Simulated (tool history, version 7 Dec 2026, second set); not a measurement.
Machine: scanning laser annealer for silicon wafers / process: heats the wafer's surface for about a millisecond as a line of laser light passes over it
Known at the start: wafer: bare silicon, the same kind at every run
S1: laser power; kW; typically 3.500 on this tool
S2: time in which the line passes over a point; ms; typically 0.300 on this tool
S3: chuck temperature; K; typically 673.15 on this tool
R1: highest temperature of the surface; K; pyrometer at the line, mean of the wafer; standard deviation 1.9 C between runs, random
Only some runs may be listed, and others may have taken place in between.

run	hour	S1	S2	S3	R1
1	0.0	3.500	0.300	673.15	1518.15
2	41.8	3.500	0.300	673.15	1516.15
3	97.5	3.500	0.300	673.15	1515.15
4	140.4	3.500	0.300	673.15	1514.15
5	174.0	3.500	0.300	673.15	1520.15
6	220.2	3.500	0.300	673.15	1515.15
7	265.8	3.500	0.300	673.15	1514.15
8	328.9	3.500	0.300	673.15	1519.15
9	379.0	3.500	0.300	673.15	1519.15
# hour 400.8: window over the wafer cleaned
10	420.7	3.500	0.261	673.15	1449.15
11	467.7	3.500	0.261	673.15	1452.15
12	526.6	3.500	0.243	673.15	1423.15
13	561.7	3.500	0.300	659.15	1501.15
14	604.0	3.500	0.300	659.15	1505.15
15	667.7	3.500	0.300	659.15	1502.15
16	740.4	3.017	0.260	637.15	1317.15

Run 17 has not been measured yet. What should we expect?
17	787.7	3.017	0.277	702.15	?

Run 17 came out at R1 1408.15 K.
Were there no unlogged condition in the tool, this run, its random variation unchanged, would have produced R1 1408.15 K.

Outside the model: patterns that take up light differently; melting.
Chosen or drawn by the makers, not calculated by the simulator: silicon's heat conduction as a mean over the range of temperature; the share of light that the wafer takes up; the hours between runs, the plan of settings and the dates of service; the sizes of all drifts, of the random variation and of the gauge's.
